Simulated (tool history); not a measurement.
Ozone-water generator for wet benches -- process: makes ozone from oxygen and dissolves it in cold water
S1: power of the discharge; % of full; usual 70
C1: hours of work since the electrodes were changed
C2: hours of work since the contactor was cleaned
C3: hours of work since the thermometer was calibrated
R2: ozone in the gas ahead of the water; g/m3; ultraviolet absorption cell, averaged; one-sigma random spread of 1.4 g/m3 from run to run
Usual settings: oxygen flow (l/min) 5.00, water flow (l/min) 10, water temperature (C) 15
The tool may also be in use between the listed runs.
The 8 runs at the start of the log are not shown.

{"run": 9, "hour": 829.0, "S1": 70, "oxygen flow (l/min)": 5.0, "water flow (l/min)": 10, "water temperature (C)": 15, "C1": 4322, "C2": 7277, "C3": 5113, "dissolved ozone (ppm)": 23.6, "R2": 235.4}
{"run": 10, "hour": 928.7, "S1": 70, "oxygen flow (l/min)": 5.0, "water flow (l/min)": 10, "water temperature (C)": 15, "C1": 4416, "C2": 7370, "C3": 5207, "dissolved ozone (ppm)": 23.5, "R2": 236.7}
{"run": 11, "hour": 1068.7, "S1": 70, "oxygen flow (l/min)": 5.0, "water flow (l/min)": 10, "water temperature (C)": 15, "C1": 4547, "C2": 7501, "C3": 5338, "dissolved ozone (ppm)": 23.5, "R2": 235.3}
{"run": 12, "hour": 1201.0, "S1": 70, "oxygen flow (l/min)": 5.0, "water flow (l/min)": 8, "water temperature (C)": 15, "C1": 4671, "C2": 7625, "C3": 5462, "dissolved ozone (ppm)": 28.1, "R2": 234.2}
{"run": 13, "hour": 1265.0, "S1": 70, "oxygen flow (l/min)": 5.0, "water flow (l/min)": 14, "water temperature (C)": 15, "C1": 4731, "C2": 7685, "C3": 5522, "dissolved ozone (ppm)": 17.2, "R2": 231.8}
{"run": 14, "hour": 1324.7, "S1": 70, "oxygen flow (l/min)": 5.0, "water flow (l/min)": 8, "water temperature (C)": 15, "C1": 4787, "C2": 7741, "C3": 5578, "dissolved ozone (ppm)": 28.0, "R2": 233.7}
{"run": 15, "hour": 1467.7, "S1": 70, "oxygen flow (l/min)": 5.0, "water flow (l/min)": 8, "water temperature (C)": 15, "C1": 4921, "C2": 7876, "C3": 5712, "dissolved ozone (ppm)": 28.2, "R2": 230.8}
{"run": 16, "hour": 1568.9, "S1": 70, "oxygen flow (l/min)": 5.0, "water flow (l/min)": 8, "water temperature (C)": 15, "C1": 5016, "C2": 7970, "C3": 5807, "dissolved ozone (ppm)": 27.7, "R2": 232.9}
{"run": 17, "hour": 1700.3, "S1": 70, "oxygen flow (l/min)": 5.0, "water flow (l/min)": 8, "water temperature (C)": 15, "C1": 5140, "C2": 8094, "C3": 5931, "dissolved ozone (ppm)": 27.4, "R2": 229.3}
{"hour": 1726.1, "done": "water thermometer calibrated"}
{"run": 18, "hour": 1769.6, "S1": 70, "oxygen flow (l/min)": 5.0, "water flow (l/min)": 8, "water temperature (C)": 15, "C1": 5204, "C2": 8158, "C3": 41, "dissolved ozone (ppm)": 27.5, "R2": 229.2}
{"run": 19, "hour": 1846.5, "S1": 66, "oxygen flow (l/min)": 5.0, "water flow (l/min)": 6, "water temperature (C)": 15, "C1": 5276, "C2": 8230, "C3": 113, "dissolved ozone (ppm)": 33.4, "R2": 222.5}
{"run": 20, "hour": 1937.5, "S1": 58, "oxygen flow (l/min)": 8.2, "water flow (l/min)": 11, "water temperature (C)": 8, "C1": 5361, "C2": 8316, "C3": 198, "dissolved ozone (ppm)": 19.2, "R2": 152.6}
{"run": 21, "hour": 2038.7, "S1": 58, "oxygen flow (l/min)": 8.2, "water flow (l/min)": 11, "water temperature (C)": 8, "C1": 5456, "C2": 8411, "C3": 293, "dissolved ozone (ppm)": 18.9, "R2": 151.5}
{"run": 22, "hour": 2151.7, "S1": 46, "oxygen flow (l/min)": 7.73, "water flow (l/min)": 8, "water temperature (C)": 8, "C1": 5562, "C2": 8517, "C3": 399, "dissolved ozone (ppm)": 22.2, "R2": 138.2}
{"run": 23, "hour": 2223.6, "S1": 46, "oxygen flow (l/min)": 7.73, "water flow (l/min)": 7, "water temperature (C)": 15, "C1": 5630, "C2": 8584, "C3": 467, "dissolved ozone (ppm)": 21.0, "R2": 140.3}
{"run": 24, "hour": 2341.3, "S1": 46, "oxygen flow (l/min)": 7.73, "water flow (l/min)": 7, "water temperature (C)": 15, "C1": 5740, "C2": 8694, "C3": 577, "dissolved ozone (ppm)": 20.8, "R2": 139.7}
{"run": 25, "hour": 2410.0, "S1": 70, "oxygen flow (l/min)": 4.02, "water flow (l/min)": 8, "water temperature (C)": 15, "C1": 5805, "C2": 8759, "C3": 641, "dissolved ozone (ppm)": 28.5, "R2": 262.5}
{"run": 26, "hour": 2514.3, "S1": 40, "oxygen flow (l/min)": 5.0, "water flow (l/min)": 10, "water temperature (C)": 15, "C1": 5903, "C2": 8857, "C3": 739, "dissolved ozone (ppm)": 16.8, "R2": 169.6}
{"run": 27, "hour": 2617.3, "S1": 74, "oxygen flow (l/min)": 5.0, "water flow (l/min)": 12, "water temperature (C)": 8, "C1": 5999, "C2": 8953, "C3": 836, "dissolved ozone (ppm)": 21.5, "R2": 232.0}
{"run": 28, "hour": 2710.2, "S1": 74, "oxygen flow (l/min)": 5.0, "water flow (l/min)": 12, "water temperature (C)": 8, "C1": 6086, "C2": 9040, "C3": 923, "dissolved ozone (ppm)": 21.6, "R2": 232.8}
{"run": 29, "hour": 2812.7, "S1": 74, "oxygen flow (l/min)": 5.0, "water flow (l/min)": 12, "water temperature (C)": 8, "C1": 6182, "C2": 9137, "C3": 1019, "dissolved ozone (ppm)": 21.3, "R2": 231.2}
{"run": 30, "hour": 2924.0, "S1": 57, "oxygen flow (l/min)": 5.0, "water flow (l/min)": 10, "water temperature (C)": 15, "C1": 6287, "C2": 9241, "C3": 1124, "dissolved ozone (ppm)": 19.5, "R2": 202.1}
{"run": 31, "hour": 3019.8, "S1": 57, "oxygen flow (l/min)": 5.0, "water flow (l/min)": 10, "water temperature (C)": 15, "C1": 6377, "C2": 9331, "C3": 1213, "dissolved ozone (ppm)": 19.4, "R2": 202.7}

What does the tool deliver on the next run?
{"run": 32, "hour": 3139.2, "S1": 42, "oxygen flow (l/min)": 5.0, "water flow (l/min)": 7, "water temperature (C)": 7, "C1": 6489, "C2": 9443, "C3": 1325, "dissolved ozone (ppm)": "?", "R2": "?"}

{"run 32": {"dissolved ozone (ppm)": 26.7, "R2": 173.5}}
Take away the tool's hidden state, keep the run-to-run variation as it was, and the same run would have given dissolved ozone (ppm) 34.9, R2 193.0 g/m3.
